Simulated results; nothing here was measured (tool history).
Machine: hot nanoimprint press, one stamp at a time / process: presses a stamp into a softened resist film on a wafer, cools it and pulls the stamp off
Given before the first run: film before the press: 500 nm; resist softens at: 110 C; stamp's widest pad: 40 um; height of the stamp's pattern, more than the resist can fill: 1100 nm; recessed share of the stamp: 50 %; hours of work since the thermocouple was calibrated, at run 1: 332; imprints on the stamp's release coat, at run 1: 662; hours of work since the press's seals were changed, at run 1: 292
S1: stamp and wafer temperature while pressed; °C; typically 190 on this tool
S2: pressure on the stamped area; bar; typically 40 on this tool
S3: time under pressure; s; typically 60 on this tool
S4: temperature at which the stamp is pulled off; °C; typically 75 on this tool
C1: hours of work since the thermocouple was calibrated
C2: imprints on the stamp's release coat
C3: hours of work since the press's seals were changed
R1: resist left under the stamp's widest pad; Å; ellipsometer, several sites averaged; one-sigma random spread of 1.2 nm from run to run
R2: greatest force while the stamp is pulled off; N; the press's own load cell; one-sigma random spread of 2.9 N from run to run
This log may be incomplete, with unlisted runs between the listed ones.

Run 1, hour 0: usual settings; C1 332; C2 662; C3 292. Result: R1 3057 Å, R2 166 N.
Run 2, hour 14.8: usual settings but S1 199 °C; C1 340; C2 699; C3 300. Result: R1 2353 Å, R2 180 N.
Run 3, hour 27: usual settings but S1 199 °C; C1 347; C2 730; C3 307. Result: R1 2364 Å, R2 173 N.
Run 4, hour 41.6: usual settings but S1 199 °C; C1 355; C2 766; C3 315. Result: R1 2352 Å, R2 169 N.
Run 5, hour 53.5: usual settings; C1 361; C2 796; C3 321. Result: R1 3073 Å, R2 174 N.
At hour 57.4: plate thermocouple calibrated.
Run 6, hour 64.6: usual settings but S1 191 °C; C1 4; C2 816; C3 325. Result: R1 2999 Å, R2 179 N.
Run 7, hour 77.7: usual settings but S1 191 °C; C1 11; C2 849; C3 332. Result: R1 3022 Å, R2 176 N.
Run 8, hour 85.4: usual settings but S1 182 °C, S2 58.5 bar, S3 90 s, S4 72 °C; C1 15; C2 868; C3 337. Result: R1 2995 Å, R2 195 N.
At hour 100.8: plate thermocouple calibrated, once more.
Run 9, hour 101.5: usual settings but S1 194 °C, S2 37.2 bar, S3 31 s, S4 66 °C; C1 0; C2 901; C3 344. Result: R1 3312 Å, R2 229 N.
Run 10, hour 108.3: usual settings but S1 189 °C; C1 4; C2 918; C3 347. Result: R1 3076 Å, R2 180 N.
Run 11, hour 120.2: usual settings but S1 178 °C, S2 37.7 bar, S3 109 s; C1 10; C2 948; C3 354. Result: R1 3619 Å, R2 189 N.
Run 12, hour 131.6: usual settings but S1 178 °C, S2 37.7 bar, S3 109 s; C1 17; C2 976; C3 360. Result: R1 3595 Å, R2 176 N.
Run 13, hour 142.1: usual settings but S3 46 s; C1 22; C2 1003; C3 366. Result: R1 3216 Å, R2 176 N.
Run 14, hour 156.7: usual settings but S1 191 °C, S3 31 s; C1 30; C2 1039; C3 373. Result: R1 3472 Å, R2 184 N.

Forecast each of these 5 alternatives for the next run:
Run A, hour 169.7: usual settings but S1 180 °C, S3 31 s; C1 37; C2 1071; C3 380. Result: R1 ?, R2 ?.
Run B, hour 169.7: usual settings but S1 187 °C, S2 57 bar, S3 64 s; C1 37; C2 1071; C3 380. Result: R1 ?, R2 ?.
Run C, hour 169.7: usual settings but S1 197 °C, S2 51.3 bar, S4 71 °C; C1 37; C2 1071; C3 380. Result: R1 ?, R2 ?.
Run D, hour 169.7: usual settings but S3 52 s; C1 37; C2 1071; C3 380. Result: R1 ?, R2 ?.
Run E, hour 169.7: usual settings but S2 50.8 bar; C1 37; C2 1071; C3 380. Result: R1 ?, R2 ?.

run    R1   R2
  A  4283  187
  B  2756  194
  C  2149  197
  D  3115  181
  E  2703  182
What these runs would have given with no unlogged condition in the tool:
run    R1   R2
  A  4270  137
  B  2732  143
  C  2130  145
  D  3097  133
  E  2681  133
